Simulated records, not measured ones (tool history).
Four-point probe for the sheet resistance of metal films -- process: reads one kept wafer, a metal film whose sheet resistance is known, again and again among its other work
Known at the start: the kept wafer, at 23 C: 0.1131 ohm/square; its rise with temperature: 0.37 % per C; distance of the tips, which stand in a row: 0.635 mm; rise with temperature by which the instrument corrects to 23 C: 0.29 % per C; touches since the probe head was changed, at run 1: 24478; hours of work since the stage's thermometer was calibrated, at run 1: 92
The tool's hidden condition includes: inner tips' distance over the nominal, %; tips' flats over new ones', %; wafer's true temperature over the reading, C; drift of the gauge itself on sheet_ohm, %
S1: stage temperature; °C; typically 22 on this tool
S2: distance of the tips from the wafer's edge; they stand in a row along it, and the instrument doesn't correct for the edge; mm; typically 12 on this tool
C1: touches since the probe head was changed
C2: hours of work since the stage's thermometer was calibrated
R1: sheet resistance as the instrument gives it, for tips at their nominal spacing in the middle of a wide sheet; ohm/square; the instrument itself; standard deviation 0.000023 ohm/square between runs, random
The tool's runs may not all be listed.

run 1 day=0.000 | S1=22 S2=12 | C1=24478 C2=92 | R1=0.112843
run 2 day=1.733 | S1=22 S2=14 | C1=25695 C2=112 | R1=0.112835
run 3 day=2.879 | S1=22 S2=12 | C1=26498 C2=126 | R1=0.112904
run 4 day=4.646 | S1=22 S2=44 | C1=27740 C2=147 | R1=0.112761
run 5 day=5.400 | S1=22 S2=44 | C1=28268 C2=156 | R1=0.112745
run 6 day=6.904 | S1=22 S2=44 | C1=29324 C2=174 | R1=0.112737
run 7 day=7.971 | S1=22 S2=44 | C1=30073 C2=187 | R1=0.112735
run 8 day=9.492 | S1=29 S2=12 | C1=31140 C2=205 | R1=0.113527
run 9 day=10.700 | S1=21 S2=12 | C1=31990 C2=219 | R1=0.112831
run 10 day=11.683 | S1=22 S2=12 | C1=32679 C2=231 | R1=0.112962
run 11 day=13.158 | S1=22 S2=12 | C1=33714 C2=249 | R1=0.112963
run 12 day=14.288 | S1=22 S2=12 | C1=34507 C2=262 | R1=0.112892
run 13 day=16.000 | S1=22 S2=12 | C1=35709 C2=283 | R1=0.112939
run 14 day=17.408 | S1=22 S2=12 | C1=36698 C2=300 | R1=0.112954
run 15 day=19.188 | S1=22 S2=55 | C1=37948 C2=321 | R1=0.112770
run 16 day=20.667 | S1=22 S2=55 | C1=38985 C2=339 | R1=0.112826
run 17 day=22.417 | S1=22 S2=55 | C1=40215 C2=360 | R1=0.112787
run 18 day=23.342 | S1=34 S2=10 | C1=40864 C2=371 | R1=0.114059
run 19 day=25.096 | S1=34 S2=10 | C1=42094 C2=392 | R1=0.114044
run 20 day=26.404 | S1=26 S2=4 | C1=43013 C2=407 | R1=0.114650
run 21 day=28.071 | S1=22 S2=49 | C1=44182 C2=427 | R1=0.112855
run 22 day=29.879 | S1=22 S2=49 | C1=45451 C2=449 | R1=0.112801
run 23 day=30.688 | S1=25 S2=5 | C1=46021 C2=458 | R1=0.114027
run 24 day=31.667 | S1=34 S2=17 | C1=46707 C2=470 | R1=0.113884
run 25 day=32.825 | S1=30 S2=11 | C1=47520 C2=484 | R1=0.113721
run 26 day=33.962 | S1=21 S2=66 | C1=48319 C2=498 | R1=0.112756
run 27 day=34.821 | S1=22 S2=12 | C1=48920 C2=508 | R1=0.112977
run 28 day=35.925 | S1=22 S2=12 | C1=49697 C2=521 | R1=0.113041
run 29 day=36.833 | S1=29 S2=45 | C1=50333 C2=532 | R1=0.113466
run 30 day=38.067 | S1=29 S2=45 | C1=51199 C2=547 | R1=0.113481
run 31 day=38.850 | S1=21 S2=45 | C1=51749 C2=556 | R1=0.112794
run 32 day=39.717 | S1=32 S2=44 | C1=52358 C2=566 | R1=0.113726
run 33 day=40.642 | S1=22 S2=4 | C1=53006 C2=577 | R1=0.114326

Some steps in R1, run to run, broken into two amounts with sign: the step expected even without the hidden condition (settings, incoming material, random variation), and the rest, left for the hidden condition together with whatever gauge scatter is not in both the measured and the hidden-condition-free result:
Run 1 -> 2: S2 12 -> 14. R1 -0.000008 ohm/square: hidden state +0.000007, all else -0.000015.
Run 3 -> 4: S2 12 -> 44. R1 -0.000143 ohm/square: hidden state +0.000007, all else -0.000150.
Run 17 -> 18: S1 22 -> 34, S2 55 -> 10. R1 +0.001272 ohm/square: hidden state +0.000004, all else +0.001268.
Run 20 -> 21: S1 26 -> 22, S2 4 -> 49. R1 -0.001795 ohm/square: hidden state +0.000009, all else -0.001804.
Run 22 -> 23: S1 22 -> 25, S2 49 -> 5. R1 +0.001226 ohm/square: hidden state +0.000002, all else +0.001224.
